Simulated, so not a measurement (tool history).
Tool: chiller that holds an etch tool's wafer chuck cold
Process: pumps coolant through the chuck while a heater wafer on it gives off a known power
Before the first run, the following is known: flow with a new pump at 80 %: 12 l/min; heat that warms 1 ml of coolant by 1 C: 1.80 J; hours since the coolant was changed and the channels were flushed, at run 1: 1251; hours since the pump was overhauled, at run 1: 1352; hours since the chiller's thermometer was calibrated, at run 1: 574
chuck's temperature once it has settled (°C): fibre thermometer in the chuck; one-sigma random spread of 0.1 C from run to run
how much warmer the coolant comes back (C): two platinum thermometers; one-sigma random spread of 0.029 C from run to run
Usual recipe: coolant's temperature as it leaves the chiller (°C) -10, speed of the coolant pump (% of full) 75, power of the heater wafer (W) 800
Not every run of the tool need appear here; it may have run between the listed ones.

| run | day | coolant's temperature as it leaves the chiller (°C) | speed of the coolant pump (% of full) | power of the heater wafer (W) | hours since the coolant was changed and the channels were flushed | hours since the pump was overhauled | hours since the chiller's thermometer was calibrated | chuck's temperature once it has settled (°C) | how much warmer the coolant comes back (C) |
|---|---|---|---|---|---|---|---|---|---|
| 1 | 0 | -10 | 75 | 800 | 1251 | 1352 | 574 | -1.4 | 2.47 |
| 2 | 1.321 | -10 | 75 | 800 | 1283 | 1384 | 606 | -1.6 | 2.47 |
| 3 | 2.979 | -10 | 90 | 800 | 1322 | 1424 | 646 | -2.9 | 2.05 |
| 4 | 3.8 | -10 | 69 | 800 | 1342 | 1443 | 665 | -1 | 2.78 |
| 5 | 5.458 | -10 | 69 | 800 | 1382 | 1483 | 705 | -0.9 | 2.78 |
| 6 | 6.742 | -10 | 69 | 800 | 1413 | 1514 | 736 | -0.9 | 2.76 |
| 7 | 7.654 | -10 | 75 | 800 | 1435 | 1536 | 758 | -1.6 | 2.54 |
| 8 | 8.396 | -10 | 75 | 597 | 1452 | 1554 | 775 | -3.8 | 1.84 |
| 9 | 9.675 | -10 | 75 | 597 | 1483 | 1585 | 806 | -3.8 | 1.86 |
| 10 | 11.358 | -10 | 75 | 597 | 1523 | 1625 | 847 | -3.8 | 1.83 |
| 11 | 12.721 | -10 | 88 | 597 | 1556 | 1658 | 879 | -4.5 | 1.57 |
| 12 | 14.238 | -12 | 75 | 800 | 1593 | 1694 | 916 | -3.7 | 2.48 |
| 13 | 15.212 | -10 | 75 | 800 | 1616 | 1717 | 939 | -1.6 | 2.45 |
| 14 | 16.721 | -10 | 75 | 800 | 1652 | 1754 | 975 | -1.8 | 2.52 |
| 15 | 18.408 | -10 | 75 | 800 | 1693 | 1794 | 1016 | -1.6 | 2.47 |
| 16 | 19.208 | -11 | 75 | 800 | 1712 | 1813 | 1035 | -2.5 | 2.48 |
| 17 | 20.612 | -11 | 75 | 800 | 1746 | 1847 | 1069 | -2.7 | 2.51 |
| 18 | 22.296 | -2 | 75 | 464 | 1786 | 1887 | 1109 | 2.8 | 1.47 |
| 19 | 23.996 | -2 | 75 | 549 | 1827 | 1928 | 1150 | 3.8 | 1.69 |
| 20 | 25.371 | -2 | 75 | 832 | 1860 | 1961 | 1183 | 6.5 | 2.56 |
| 21 | 26.738 | -2 | 75 | 832 | 1893 | 1994 | 1216 | 6.6 | 2.65 |
| 22 | 28.079 | -10 | 76 | 800 | 1925 | 2026 | 1248 | -1.4 | 2.46 |
| 23 | 29.804 | -18 | 81 | 800 | 1966 | 2068 | 1289 | -10.2 | 2.31 |
| 24 | 31.288 | -18 | 81 | 800 | 2002 | 2103 | 1325 | -10.1 | 2.33 |
| 25 | 32.829 | -5 | 81 | 800 | 2039 | 2140 | 1362 | 3 | 2.24 |
| 26 | 33.625 | -5 | 81 | 800 | 2058 | 2159 | 1381 | 2.9 | 2.24 |
| 27 | 34.529 | -5 | 81 | 800 | 2080 | 2181 | 1403 | 2.7 | 2.32 |
| 28 | 35.704 | -10 | 75 | 1129 | 2108 | 2209 | 1431 | 2 | 3.56 |
| 29 | 37.083 | -10 | 75 | 1129 | 2141 | 2242 | 1464 | 2 | 3.5 |
| 30 | 37.867 | -13 | 75 | 546 | 2160 | 2261 | 1483 | -7.3 | 1.7 |
| 31 | 38.858 | -13 | 67 | 787 | 2183 | 2285 | 1507 | -3.8 | 2.84 |

Predict each of these 4 candidate next runs independently; none follows another, all start after run 31:
| A | 39.838 | -12 | 76 | 510 | 2207 | 2308 | 1530 | ? | ? |
| B | 39.838 | -1 | 75 | 800 | 2207 | 2308 | 1530 | ? | ? |
| C | 39.838 | -8 | 75 | 800 | 2207 | 2308 | 1530 | ? | ? |
| D | 39.838 | -10 | 75 | 902 | 2207 | 2308 | 1530 | ? | ? |

| run | chuck's temperature once it has settled (°C) | how much warmer the coolant comes back (C) |
|---|---|---|
| A | -6.7 | 1.51 |
| B | 7.6 | 2.51 |
| C | 0.5 | 2.52 |
| D | -0.5 | 2.82 |
The same runs, with their run-to-run variation unchanged, on a tool lacking any hidden condition would have given:
| run | chuck's temperature once it has settled (°C) | how much warmer the coolant comes back (C) |
|---|---|---|
| A | -6.9 | 1.43 |
| B | 7.3 | 2.39 |
| C | 0.2 | 2.39 |
| D | -0.8 | 2.68 |

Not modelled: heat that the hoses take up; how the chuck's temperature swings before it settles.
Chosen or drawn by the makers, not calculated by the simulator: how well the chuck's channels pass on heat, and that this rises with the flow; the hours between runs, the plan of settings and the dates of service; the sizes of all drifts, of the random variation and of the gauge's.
